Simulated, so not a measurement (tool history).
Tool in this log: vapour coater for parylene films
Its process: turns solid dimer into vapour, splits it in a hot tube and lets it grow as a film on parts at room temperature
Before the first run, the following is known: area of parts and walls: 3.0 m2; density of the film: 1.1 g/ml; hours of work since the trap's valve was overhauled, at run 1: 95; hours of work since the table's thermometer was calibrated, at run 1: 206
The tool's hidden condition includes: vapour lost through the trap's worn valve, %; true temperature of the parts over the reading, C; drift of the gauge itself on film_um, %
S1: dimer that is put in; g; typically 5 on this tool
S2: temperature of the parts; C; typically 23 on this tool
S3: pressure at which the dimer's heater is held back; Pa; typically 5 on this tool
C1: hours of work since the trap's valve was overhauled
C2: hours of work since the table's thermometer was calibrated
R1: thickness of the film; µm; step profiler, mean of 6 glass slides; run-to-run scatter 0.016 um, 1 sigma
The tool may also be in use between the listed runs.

run,hour,S1,S2,S3,C1,C2,R1
1,0,5,23,5,95,206,0.67
2,35.4,5,23,5,123,234,0.65
3,54.8,5,23,5,138,250,0.64
4,88.5,5,23,5,165,277,0.67
5,110.8,5,23,5,183,295,0.63
6,151.9,5,23,3.4,216,328,0.7
7,181.2,5,23,3.4,240,351,0.69
8,217.2,5,23,3.4,269,380,0.68
# hour 229.4: trap's valve overhauled
9,239.8,4,26,4.37,8,395,0.51
10,269.3,3,23,3.94,32,418,0.41
11,310.9,4,20,10.75,65,452,0.53
12,332.4,2,23,3.88,83,469,0.29
13,368.3,2,20,5.53,111,498,0.28
14,391.2,5,28,5,130,516,0.49
15,431.3,7,15,5.34,162,548,1.35

Here are 5 independent what-if runs from the current tool condition. What would each one return?
A,467.3,3,26,2.01,191,577,?
B,467.3,2,22,5.34,191,577,?
C,467.3,8,15,5.34,191,577,?
D,467.3,5,23,4.86,191,577,?
E,467.3,7,33,5.34,191,577,?

run,R1
A,0.41
B,0.28
C,1.51
D,0.63
E,0.55
With the hidden condition removed and each run's random variation left untouched, the same runs would have given:
run,R1
A,0.45
B,0.3
C,1.64
D,0.69
E,0.6
